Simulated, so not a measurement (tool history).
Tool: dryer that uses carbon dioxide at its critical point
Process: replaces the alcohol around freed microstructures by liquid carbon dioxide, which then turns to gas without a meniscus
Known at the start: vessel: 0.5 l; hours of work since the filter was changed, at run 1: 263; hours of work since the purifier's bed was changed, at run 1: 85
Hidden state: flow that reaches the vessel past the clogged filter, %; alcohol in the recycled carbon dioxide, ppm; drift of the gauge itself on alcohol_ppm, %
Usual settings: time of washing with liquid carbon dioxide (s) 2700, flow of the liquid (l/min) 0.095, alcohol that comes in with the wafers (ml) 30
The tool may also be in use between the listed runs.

run   hour  time of washing with liquid carbon dioxide (s)  flow of the liquid (l/min)  alcohol that comes in with the wafers (ml)  hours of work since the filter was changed  hours of work since the purifier's bed was changed  alcohol left in the vessel before it's heated (ppm by volume)
  1      0                                            2700                       0.095                                          30                                         263                                                  85                                                            162
  2   30.2                                            2700                       0.095                                          30                                         281                                                 103                                                            162
  3   53.6                                            2700                      0.1025                                          30                                         295                                                 117                                                            116
  4   88.1                                            2700                       0.095                                          81                                         315                                                 137                                                            410
  5  122.8                                            2700                      0.0823                                          81                                         336                                                 158                                                            873
  6  145.1                                            2700                      0.0823                                          81                                         349                                                 171                                                            866
  7  163.8                                            2700                      0.0823                                          81                                         360                                                 182                                                            910
  8    200                                            3180                       0.095                                          30                                         381                                                 204                                                             86
  9  225.1                                            3180                       0.095                                          30                                         396                                                 218                                                             93
 10    242                                            2100                       0.095                                          30                                         406                                                 228                                                            648
       246  -- inlet filter changed
 11  262.1                                            2700                       0.095                                          54                                          10                                                 240                                                            222
 12  281.5                                            2700                       0.095                                          54                                          21                                                 251                                                            228
 13  311.7                                            2700                       0.095                                          54                                          39                                                 269                                                            226
 14  334.7                                            2700                       0.095                                          54                                          53                                                 283                                                            240
 15  355.8                                            2700                       0.095                                          54                                          65                                                 295                                                            242
 16  378.5                                            2700                       0.095                                          54                                          79                                                 309                                                            247
 17  408.1                                            2700                       0.095                                          54                                          96                                                 326                                                            256
 18  437.7                                            2700                       0.095                                          54                                         114                                                 344                                                            262
 19  467.6                                            2700                       0.095                                          54                                         131                                                 362                                                            273
 20  489.2                                            2700                       0.095                                          54                                         144                                                 374                                                            276
 21  525.6                                            2700                       0.095                                          54                                         166                                                 396                                                            284
 22  554.8                                            2700                       0.095                                          54                                         183                                                 413                                                            304

Forecast run 23:
 23  580.1                                            2700                       0.095                                          30                                         198                                                 428                                                              ?

Run 23 gave alcohol left in the vessel before it's heated (ppm by volume) 199.
Without the tool's hidden state the same run would have given alcohol left in the vessel before it's heated (ppm by volume) 103.
